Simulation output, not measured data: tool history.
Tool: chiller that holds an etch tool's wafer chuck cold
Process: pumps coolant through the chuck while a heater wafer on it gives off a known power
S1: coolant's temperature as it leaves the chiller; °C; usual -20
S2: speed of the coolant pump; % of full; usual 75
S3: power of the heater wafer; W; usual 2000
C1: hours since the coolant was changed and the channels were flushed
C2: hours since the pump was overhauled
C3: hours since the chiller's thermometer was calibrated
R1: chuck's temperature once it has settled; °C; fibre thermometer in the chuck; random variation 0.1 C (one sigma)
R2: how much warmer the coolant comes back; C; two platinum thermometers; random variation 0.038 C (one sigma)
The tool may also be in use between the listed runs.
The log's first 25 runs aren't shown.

run,hour,S1,S2,S3,C1,C2,C3,R1,R2
26,783.9,-24,72,2207,7151,2472,368,-4.6,9.25
27,820.1,-20,64,1508,7187,2509,405,-5.8,7.15
28,861.4,-20,64,1508,7229,2550,446,-5.8,7.19
29,903.2,-20,64,1508,7270,2592,488,-5.8,7.17
30,930.7,-26,81,2444,7298,2619,515,-6.1,9.06
31,971.9,-17,61,1608,7339,2660,556,-1.4,8.03
32,1005.7,-17,98,2685,7373,2694,590,2.7,8.22
33,1032.6,-17,98,2685,7400,2721,617,2.7,8.21

Forecast each of these 3 alternatives for the next run:
A,1075.5,-16,98,2020,7443,2764,660,?,?
B,1075.5,-29,86,2247,7443,2764,660,?,?
C,1075.5,-28,98,1931,7443,2764,660,?,?

run,R1,R2
A,-1.0,6.15
B,-11.3,7.92
C,-13.8,5.92
Without the tool's hidden state the same runs would have given:
run,R1,R2
A,-2.9,6.01
B,-13.5,7.74
C,-15.7,5.78
